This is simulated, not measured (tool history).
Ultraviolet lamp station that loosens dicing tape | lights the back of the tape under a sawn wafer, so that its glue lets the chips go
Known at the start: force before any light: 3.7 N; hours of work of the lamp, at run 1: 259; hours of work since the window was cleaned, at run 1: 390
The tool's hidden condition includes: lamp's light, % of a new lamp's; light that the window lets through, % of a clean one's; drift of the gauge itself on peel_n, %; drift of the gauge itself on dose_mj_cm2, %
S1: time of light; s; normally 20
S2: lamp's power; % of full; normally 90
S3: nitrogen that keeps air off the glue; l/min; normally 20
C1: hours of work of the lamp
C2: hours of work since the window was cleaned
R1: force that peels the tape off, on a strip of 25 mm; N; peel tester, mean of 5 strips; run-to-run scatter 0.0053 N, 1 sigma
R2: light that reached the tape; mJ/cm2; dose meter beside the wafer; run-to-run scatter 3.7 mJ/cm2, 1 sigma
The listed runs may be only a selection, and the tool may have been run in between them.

run   hour  S1  S2  S3   C1   C2     R1    R2
  1    0.0  20  90  20  259  390  0.091   622
  2    7.5  20  71  20  263  394  0.152   479
  3   15.5  20  90  20  267  398  0.086   614
  4   22.3  20  90  36  270  401  0.078   613
  5   31.3  20  90  36  275  406  0.065   605
      37.5  -- window cleaned of glue's vapour
  6   43.0  20  90  36  281    3  0.074   610
  7   53.3  20  90  36  286    8  0.068   612
  8   59.4  20  90  36  289   11  0.066   613
  9   72.9  38  90  36  296   18  0.061  1162
 10   86.3  38  90  36  303   25  0.056  1164
 11   98.9  38  90  36  310   32  0.057  1163
 12  108.1  38  90  36  315   37  0.056  1160
 13  115.1  38  90  36  318   40  0.054  1159
 14  124.3  38  90  36  323   45  0.061  1161
 15  135.8  20  90  20  329   51  0.099   614
 16  148.1  10  90  20  335   57  0.417   306
 17  160.9  30  90  18  342   64  0.062   913
 18  170.6  13  80  33  347   69  0.200   359
 19  181.2  20  90   7  352   75  0.250   607
 20  191.7  20  90   7  358   80  0.250   609
 21  201.4  20  67   7  363   85  0.466   460
 22  214.5  20  67   7  370   92  0.478   458
 23  223.5  14  67  17  374   96  0.449   313
 24  234.6  14  67  17  380  102  0.445   324
 25  242.0  14  67  17  384  106  0.423   317

Run 26, settings as shown, results not yet in. Your forecast:
 26  251.1  14  67  17  389  111   ?   ?

Run 26 yielded R1 0.450 N, R2 323 mJ/cm2.
With no hidden state in the tool, this same run would have given R1 0.449 N, R2 323 mJ/cm2.

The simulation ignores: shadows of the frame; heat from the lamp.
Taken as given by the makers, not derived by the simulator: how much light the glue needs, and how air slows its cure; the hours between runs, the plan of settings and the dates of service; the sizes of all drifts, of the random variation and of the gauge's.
